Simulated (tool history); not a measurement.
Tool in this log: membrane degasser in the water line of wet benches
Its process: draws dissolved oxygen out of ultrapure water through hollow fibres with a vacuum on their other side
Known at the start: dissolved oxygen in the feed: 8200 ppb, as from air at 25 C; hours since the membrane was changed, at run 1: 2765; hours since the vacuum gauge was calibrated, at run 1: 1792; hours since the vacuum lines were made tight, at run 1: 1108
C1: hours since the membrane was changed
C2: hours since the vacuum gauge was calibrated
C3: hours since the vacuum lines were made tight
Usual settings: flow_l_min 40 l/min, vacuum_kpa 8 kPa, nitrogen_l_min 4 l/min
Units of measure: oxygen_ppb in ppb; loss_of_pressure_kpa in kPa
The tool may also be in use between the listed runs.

Run 1, hour 0: usual settings; C1 2765; C2 1792; C3 1108. Result: oxygen_ppb 126.9 ppb, loss_of_pressure_kpa 50.78 kPa.
Run 2, hour 91.4: usual settings; C1 2857; C2 1883; C3 1200. Result: oxygen_ppb 128.3 ppb, loss_of_pressure_kpa 51.02 kPa.
Run 3, hour 173.4: usual settings; C1 2939; C2 1965; C3 1282. Result: oxygen_ppb 127.9 ppb, loss_of_pressure_kpa 51.01 kPa.
Run 4, hour 288.3: usual settings; C1 3054; C2 2080; C3 1397. Result: oxygen_ppb 126.9 ppb, loss_of_pressure_kpa 50.78 kPa.
Run 5, hour 412.4: usual settings; C1 3178; C2 2204; C3 1521. Result: oxygen_ppb 128.5 ppb, loss_of_pressure_kpa 50.79 kPa.
Run 6, hour 499.1: usual settings; C1 3265; C2 2291; C3 1607. Result: oxygen_ppb 130.6 ppb, loss_of_pressure_kpa 50.63 kPa.
Run 7, hour 581.8: usual settings; C1 3347; C2 2374; C3 1690. Result: oxygen_ppb 128 ppb, loss_of_pressure_kpa 50.91 kPa.
Run 8, hour 672.7: usual settings but nitrogen_l_min 3.89 l/min; C1 3438; C2 2465; C3 1781. Result: oxygen_ppb 131.5 ppb, loss_of_pressure_kpa 50.7 kPa.
Run 9, hour 789.3: usual settings but nitrogen_l_min 3.89 l/min; C1 3555; C2 2581; C3 1898. Result: oxygen_ppb 131.9 ppb, loss_of_pressure_kpa 50.97 kPa.
Run 10, hour 861.4: usual settings but nitrogen_l_min 3.89 l/min; C1 3627; C2 2653; C3 1970. Result: oxygen_ppb 132.7 ppb, loss_of_pressure_kpa 51.03 kPa.
Run 11, hour 973.6: usual settings but vacuum_kpa 6.54 kPa, nitrogen_l_min 3.89 l/min; C1 3739; C2 2765; C3 2082. Result: oxygen_ppb 94.4 ppb, loss_of_pressure_kpa 50.96 kPa.
Run 12, hour 1098.2: usual settings but vacuum_kpa 11.24 kPa, nitrogen_l_min 8.43 l/min; C1 3864; C2 2890; C3 2207. Result: oxygen_ppb 110.8 ppb, loss_of_pressure_kpa 51.26 kPa.
Run 13, hour 1189.4: usual settings but nitrogen_l_min 1.87 l/min; C1 3955; C2 2981; C3 2298. Result: oxygen_ppb 237.8 ppb, loss_of_pressure_kpa 51.11 kPa.
Run 14, hour 1258: usual settings but vacuum_kpa 6.85 kPa, nitrogen_l_min 1.87 l/min; C1 4023; C2 3050; C3 2366. Result: oxygen_ppb 183.8 ppb, loss_of_pressure_kpa 50.93 kPa.
Run 15, hour 1368.2: usual settings but vacuum_kpa 16.23 kPa, nitrogen_l_min 11.57 l/min; C1 4134; C2 3160; C3 2477. Result: oxygen_ppb 128.5 ppb, loss_of_pressure_kpa 51.06 kPa.
Run 16, hour 1504.9: usual settings but flow_l_min 48 l/min, vacuum_kpa 5.68 kPa, nitrogen_l_min 6.67 l/min; C1 4270; C2 3297; C3 2613. Result: oxygen_ppb 76.3 ppb, loss_of_pressure_kpa 61.42 kPa.
Run 17, hour 1643.1: usual settings but flow_l_min 36 l/min, vacuum_kpa 5.29 kPa, nitrogen_l_min 4.1 l/min; C1 4409; C2 3435; C3 2751. Result: oxygen_ppb 54.9 ppb, loss_of_pressure_kpa 46.3 kPa.

Alternative continuations, all from the tool just after run 17; predict every row:
Run A, hour 1774.7: usual settings but nitrogen_l_min 1.68 l/min; C1 4540; C2 3567; C3 2883. Result: oxygen_ppb ?, loss_of_pressure_kpa ?.
Run B, hour 1774.7: usual settings but flow_l_min 28 l/min, vacuum_kpa 9 kPa, nitrogen_l_min 5.86 l/min; C1 4540; C2 3567; C3 2883. Result: oxygen_ppb ?, loss_of_pressure_kpa ?.
Run C, hour 1774.7: usual settings but flow_l_min 33 l/min, vacuum_kpa 5.29 kPa, nitrogen_l_min 4.1 l/min; C1 4540; C2 3567; C3 2883. Result: oxygen_ppb ?, loss_of_pressure_kpa ?.
Run D, hour 1774.7: usual settings but flow_l_min 32 l/min, vacuum_kpa 18.05 kPa, nitrogen_l_min 1.79 l/min; C1 4540; C2 3567; C3 2883. Result: oxygen_ppb ?, loss_of_pressure_kpa ?.

run  oxygen_ppb  loss_of_pressure_kpa
  A       265.5                 51.12
  B        70.6                 36.02
  C        47.1                 42.51
  D         566                    41
With the hidden condition removed and each run's random variation left untouched, the same runs would have given:
run  oxygen_ppb  loss_of_pressure_kpa
  A         261                 49.76
  B        69.4                 35.07
  C        45.1                 41.39
  D       562.9                 39.91
